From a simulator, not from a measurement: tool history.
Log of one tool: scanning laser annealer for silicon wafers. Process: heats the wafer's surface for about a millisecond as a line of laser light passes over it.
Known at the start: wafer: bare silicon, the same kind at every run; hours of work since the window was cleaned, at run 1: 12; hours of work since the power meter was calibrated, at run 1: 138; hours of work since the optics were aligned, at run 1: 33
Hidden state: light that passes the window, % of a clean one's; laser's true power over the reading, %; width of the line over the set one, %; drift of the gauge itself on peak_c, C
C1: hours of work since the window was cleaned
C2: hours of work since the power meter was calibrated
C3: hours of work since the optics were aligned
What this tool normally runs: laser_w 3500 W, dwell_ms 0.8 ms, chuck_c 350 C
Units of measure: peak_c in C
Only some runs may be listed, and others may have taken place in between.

{"run": 1, "hour": 0.0, "laser_w": 3500, "dwell_ms": 0.8, "chuck_c": 350, "C1": 12, "C2": 138, "C3": 33, "peak_c": 1135}
{"run": 2, "hour": 4.9, "laser_w": 3500, "dwell_ms": 0.8, "chuck_c": 350, "C1": 14, "C2": 140, "C3": 35, "peak_c": 1135}
{"run": 3, "hour": 10.0, "laser_w": 3500, "dwell_ms": 0.8, "chuck_c": 350, "C1": 16, "C2": 143, "C3": 37, "peak_c": 1133}
{"run": 4, "hour": 15.1, "laser_w": 3500, "dwell_ms": 0.8, "chuck_c": 350, "C1": 18, "C2": 145, "C3": 39, "peak_c": 1134}
{"run": 5, "hour": 25.8, "laser_w": 3500, "dwell_ms": 0.8, "chuck_c": 350, "C1": 23, "C2": 149, "C3": 44, "peak_c": 1133}
{"run": 6, "hour": 34.4, "laser_w": 3500, "dwell_ms": 0.8, "chuck_c": 350, "C1": 26, "C2": 153, "C3": 47, "peak_c": 1132}
{"run": 7, "hour": 43.3, "laser_w": 3500, "dwell_ms": 0.8, "chuck_c": 350, "C1": 30, "C2": 157, "C3": 51, "peak_c": 1136}
{"run": 8, "hour": 51.1, "laser_w": 3500, "dwell_ms": 0.8, "chuck_c": 350, "C1": 33, "C2": 160, "C3": 54, "peak_c": 1130}
{"run": 9, "hour": 58.9, "laser_w": 3591, "dwell_ms": 0.8, "chuck_c": 350, "C1": 37, "C2": 163, "C3": 58, "peak_c": 1159}
{"run": 10, "hour": 64.0, "laser_w": 3500, "dwell_ms": 0.8, "chuck_c": 367, "C1": 39, "C2": 165, "C3": 60, "peak_c": 1151}
{"run": 11, "hour": 69.2, "laser_w": 3812, "dwell_ms": 0.8, "chuck_c": 350, "C1": 41, "C2": 168, "C3": 62, "peak_c": 1214}
{"run": 12, "hour": 79.7, "laser_w": 3290, "dwell_ms": 0.8, "chuck_c": 350, "C1": 46, "C2": 172, "C3": 66, "peak_c": 1083}
{"run": 13, "hour": 90.1, "laser_w": 2987, "dwell_ms": 0.8, "chuck_c": 319, "C1": 50, "C2": 177, "C3": 71, "peak_c": 972}
{"run": 14, "hour": 100.6, "laser_w": 3365, "dwell_ms": 0.8, "chuck_c": 319, "C1": 54, "C2": 181, "C3": 75, "peak_c": 1065}
{"run": 15, "hour": 107.6, "laser_w": 3670, "dwell_ms": 0.8, "chuck_c": 350, "C1": 57, "C2": 184, "C3": 78, "peak_c": 1178}
{"run": 16, "hour": 114.9, "laser_w": 3670, "dwell_ms": 0.8, "chuck_c": 350, "C1": 60, "C2": 187, "C3": 81, "peak_c": 1174}
{"run": 17, "hour": 123.5, "laser_w": 3149, "dwell_ms": 0.8, "chuck_c": 337, "C1": 64, "C2": 191, "C3": 85, "peak_c": 1031}
{"run": 18, "hour": 128.9, "laser_w": 3135, "dwell_ms": 0.842, "chuck_c": 368, "C1": 66, "C2": 193, "C3": 87, "peak_c": 1075}
{"run": 19, "hour": 136.9, "laser_w": 3468, "dwell_ms": 0.742, "chuck_c": 314, "C1": 70, "C2": 196, "C3": 91, "peak_c": 1059}
{"run": 20, "hour": 144.6, "laser_w": 3468, "dwell_ms": 0.742, "chuck_c": 314, "C1": 73, "C2": 200, "C3": 94, "peak_c": 1057}
{"run": 21, "hour": 153.3, "laser_w": 3236, "dwell_ms": 0.8, "chuck_c": 367, "C1": 77, "C2": 203, "C3": 98, "peak_c": 1085}

Predict the results of run 22:
{"run": 22, "hour": 159.3, "laser_w": 3150, "dwell_ms": 0.829, "chuck_c": 346, "C1": 79, "C2": 206, "C3": 100, "peak_c": "?"}

Run 22 came out at peak_c 1057 C.
On a tool with no hidden condition, and with the same random variation, this run would have come out at peak_c 1057 C.

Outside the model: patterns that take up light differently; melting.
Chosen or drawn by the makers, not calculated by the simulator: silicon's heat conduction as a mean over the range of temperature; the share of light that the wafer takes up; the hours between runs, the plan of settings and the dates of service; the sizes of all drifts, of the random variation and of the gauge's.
